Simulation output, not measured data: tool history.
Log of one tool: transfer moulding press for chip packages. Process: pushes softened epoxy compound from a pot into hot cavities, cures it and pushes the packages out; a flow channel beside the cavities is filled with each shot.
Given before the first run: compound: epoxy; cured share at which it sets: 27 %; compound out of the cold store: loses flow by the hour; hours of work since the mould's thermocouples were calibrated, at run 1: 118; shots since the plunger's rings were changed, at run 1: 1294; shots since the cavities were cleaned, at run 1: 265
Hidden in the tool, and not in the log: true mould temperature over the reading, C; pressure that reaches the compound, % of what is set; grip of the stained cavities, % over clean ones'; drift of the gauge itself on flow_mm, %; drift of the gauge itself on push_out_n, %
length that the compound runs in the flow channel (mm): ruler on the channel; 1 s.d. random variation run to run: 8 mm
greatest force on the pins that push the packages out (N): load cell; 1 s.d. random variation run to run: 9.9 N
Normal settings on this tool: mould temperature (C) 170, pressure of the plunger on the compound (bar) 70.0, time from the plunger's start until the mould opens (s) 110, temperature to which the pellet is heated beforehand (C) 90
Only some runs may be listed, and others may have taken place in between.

run,hour,mould temperature (C),pressure of the plunger on the compound (bar),time from the plunger's start until the mould opens (s),temperature to which the pellet is heated beforehand (C),hours of work since the mould's thermocouples were calibrated,shots since the plunger's rings were changed,shots since the cavities were cleaned,incoming compound's hours out of the cold store,length that the compound runs in the flow channel (mm),greatest force on the pins that push the packages out (N)
1,0.0,170,70.0,110,90,118,1294,265,34.6,797,575
2,8.4,170,70.0,110,90,122,1377,348,24.8,823,601
# hour 22.1: cavities cleaned with cleaning compound and waxed
3,22.1,170,70.0,103,90,129,1497,0,16.5,868,480
4,33.8,170,70.0,103,90,135,1613,116,45.8,748,520
5,41.8,170,70.0,110,86,139,1691,194,32.6,793,551
6,49.5,170,70.0,110,86,144,1768,271,30.3,797,575
7,56.9,166,70.0,110,90,148,1840,343,44.9,762,695
8,66.2,166,57.0,110,90,153,1932,435,34.9,706,712
# hour 70.6: cavities cleaned with cleaning compound and waxed
9,75.2,170,70.0,108,90,157,2006,46,34.5,773,482
10,83.4,170,70.0,108,90,161,2087,127,47.4,724,522
11,91.7,170,70.0,108,90,166,2169,209,24.8,810,588
12,101.7,170,70.0,108,90,171,2268,308,37.5,756,569
13,112.7,168,70.0,110,90,177,2376,416,36.1,766,655
# hour 119.1: cavities cleaned with cleaning compound and waxed
14,121.9,168,71.6,124,94,181,2452,27,12.8,890,444
15,128.0,177,70.0,110,90,185,2512,87,12.8,864,446
16,135.9,177,70.0,110,90,189,2590,165,34.1,758,482
17,145.7,166,63.7,142,81,194,2687,262,20.9,803,559
18,155.0,166,63.7,142,81,199,2779,354,31.5,763,585
19,163.5,170,70.0,110,85,204,2862,437,16.1,851,630
# hour 167.8: cavities cleaned with cleaning compound and waxed
20,170.8,170,70.0,110,85,207,2920,30,20.9,819,451
21,178.8,176,70.0,140,93,211,2999,109,45.5,706,445
22,184.2,170,53.1,110,90,214,3052,162,43.1,633,524

Here are 5 independent what-if runs from the current tool condition. What would each one return?
A,191.4,170,59.2,110,90,218,3123,233,36.8,?,?
B,191.4,167,53.1,110,93,218,3123,233,9.6,?,?
C,191.4,170,80.5,138,95,218,3123,233,16.7,?,?
D,191.4,170,70.0,101,96,218,3123,233,19.4,?,?
E,191.4,170,63.9,110,81,218,3123,233,9.2,?,?

run,length that the compound runs in the flow channel (mm),greatest force on the pins that push the packages out (N)
A,698,552
B,769,643
C,883,508
D,818,605
E,836,589
With the hidden condition removed and each run's random variation left untouched, the same runs would have given:
run,length that the compound runs in the flow channel (mm),greatest force on the pins that push the packages out (N)
A,742,441
B,817,523
C,939,402
D,869,489
E,889,473
